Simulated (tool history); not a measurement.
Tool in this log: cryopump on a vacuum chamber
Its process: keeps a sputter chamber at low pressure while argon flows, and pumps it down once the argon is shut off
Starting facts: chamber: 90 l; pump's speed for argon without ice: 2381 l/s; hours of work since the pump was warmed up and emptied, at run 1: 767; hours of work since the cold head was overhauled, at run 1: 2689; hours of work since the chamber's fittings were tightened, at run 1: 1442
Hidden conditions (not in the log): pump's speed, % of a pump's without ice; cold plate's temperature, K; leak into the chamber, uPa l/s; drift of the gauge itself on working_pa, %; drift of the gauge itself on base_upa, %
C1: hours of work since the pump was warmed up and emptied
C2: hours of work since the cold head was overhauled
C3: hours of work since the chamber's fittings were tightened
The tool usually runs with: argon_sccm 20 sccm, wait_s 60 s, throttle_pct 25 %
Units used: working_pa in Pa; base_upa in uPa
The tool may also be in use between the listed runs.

{"run": 1, "hour": 0.0, "argon_sccm": 20, "wait_s": 60, "throttle_pct": 25, "C1": 767, "C2": 2689, "C3": 1442, "working_pa": 0.0596, "base_upa": 1.23}
{"run": 2, "hour": 115.3, "argon_sccm": 20, "wait_s": 60, "throttle_pct": 25, "C1": 857, "C2": 2779, "C3": 1532, "working_pa": 0.0603, "base_upa": 1.23}
{"hour": 208.0, "done": "pump warmed up, emptied and cooled again"}
{"run": 3, "hour": 237.4, "argon_sccm": 20, "wait_s": 60, "throttle_pct": 25, "C1": 23, "C2": 2871, "C3": 1623, "working_pa": 0.0575, "base_upa": 1.19}
{"run": 4, "hour": 353.2, "argon_sccm": 20, "wait_s": 60, "throttle_pct": 25, "C1": 113, "C2": 2961, "C3": 1714, "working_pa": 0.0574, "base_upa": 1.2}
{"run": 5, "hour": 428.6, "argon_sccm": 20, "wait_s": 60, "throttle_pct": 25, "C1": 172, "C2": 3020, "C3": 1773, "working_pa": 0.0574, "base_upa": 1.22}
{"hour": 498.4, "done": "leaking fittings of the chamber tightened, without venting"}
{"run": 6, "hour": 514.9, "argon_sccm": 9, "wait_s": 60, "throttle_pct": 25, "C1": 238, "C2": 3086, "C3": 13, "working_pa": 0.0261, "base_upa": 0.98}
{"run": 7, "hour": 564.4, "argon_sccm": 20, "wait_s": 49, "throttle_pct": 25, "C1": 277, "C2": 3125, "C3": 52, "working_pa": 0.0581, "base_upa": 1.2}
{"run": 8, "hour": 662.7, "argon_sccm": 20, "wait_s": 49, "throttle_pct": 25, "C1": 354, "C2": 3202, "C3": 128, "working_pa": 0.0581, "base_upa": 1.2}
{"run": 9, "hour": 721.9, "argon_sccm": 20, "wait_s": 299, "throttle_pct": 25, "C1": 400, "C2": 3248, "C3": 175, "working_pa": 0.0584, "base_upa": 0.35}
{"run": 10, "hour": 791.9, "argon_sccm": 20, "wait_s": 60, "throttle_pct": 25, "C1": 455, "C2": 3303, "C3": 229, "working_pa": 0.0584, "base_upa": 1.04}
{"run": 11, "hour": 892.6, "argon_sccm": 20, "wait_s": 60, "throttle_pct": 25, "C1": 533, "C2": 3381, "C3": 308, "working_pa": 0.0591, "base_upa": 1.03}
{"run": 12, "hour": 964.1, "argon_sccm": 20, "wait_s": 60, "throttle_pct": 25, "C1": 589, "C2": 3437, "C3": 364, "working_pa": 0.0589, "base_upa": 1.08}
{"run": 13, "hour": 1032.8, "argon_sccm": 20, "wait_s": 60, "throttle_pct": 25, "C1": 643, "C2": 3491, "C3": 418, "working_pa": 0.0592, "base_upa": 1.08}
{"run": 14, "hour": 1123.7, "argon_sccm": 20, "wait_s": 60, "throttle_pct": 60, "C1": 714, "C2": 3562, "C3": 489, "working_pa": 0.0262, "base_upa": 1.07}
{"run": 15, "hour": 1239.8, "argon_sccm": 20, "wait_s": 60, "throttle_pct": 60, "C1": 805, "C2": 3653, "C3": 579, "working_pa": 0.0264, "base_upa": 1.07}
{"run": 16, "hour": 1289.9, "argon_sccm": 20, "wait_s": 60, "throttle_pct": 60, "C1": 844, "C2": 3692, "C3": 619, "working_pa": 0.0268, "base_upa": 1.12}
{"run": 17, "hour": 1345.1, "argon_sccm": 20, "wait_s": 65, "throttle_pct": 25, "C1": 887, "C2": 3735, "C3": 662, "working_pa": 0.0598, "base_upa": 1.06}
{"hour": 1398.2, "done": "pump warmed up, emptied and cooled again"}
{"run": 18, "hour": 1449.4, "argon_sccm": 20, "wait_s": 65, "throttle_pct": 25, "C1": 40, "C2": 3813, "C3": 739, "working_pa": 0.0574, "base_upa": 1.02}
{"run": 19, "hour": 1509.7, "argon_sccm": 24, "wait_s": 60, "throttle_pct": 25, "C1": 87, "C2": 3860, "C3": 786, "working_pa": 0.0693, "base_upa": 1.08}
{"run": 20, "hour": 1572.9, "argon_sccm": 15, "wait_s": 60, "throttle_pct": 25, "C1": 137, "C2": 3909, "C3": 836, "working_pa": 0.0433, "base_upa": 1.11}
{"run": 21, "hour": 1634.1, "argon_sccm": 15, "wait_s": 60, "throttle_pct": 25, "C1": 184, "C2": 3957, "C3": 884, "working_pa": 0.0436, "base_upa": 1.12}
{"run": 22, "hour": 1734.1, "argon_sccm": 21, "wait_s": 219, "throttle_pct": 25, "C1": 263, "C2": 4035, "C3": 962, "working_pa": 0.0613, "base_upa": 0.52}
{"run": 23, "hour": 1803.0, "argon_sccm": 21, "wait_s": 94, "throttle_pct": 25, "C1": 316, "C2": 4089, "C3": 1016, "working_pa": 0.0613, "base_upa": 0.82}

Expected results for the next run?
{"run": 24, "hour": 1908.6, "argon_sccm": 21, "wait_s": 94, "throttle_pct": 25, "C1": 399, "C2": 4171, "C3": 1098, "working_pa": "?", "base_upa": "?"}

Run 24 yielded working_pa 0.0612 Pa, base_upa 0.85 uPa.
Take away the tool's hidden state, keep the run-to-run variation as it was, and the same run would have given working_pa 0.0594 Pa, base_upa 0.68 uPa.
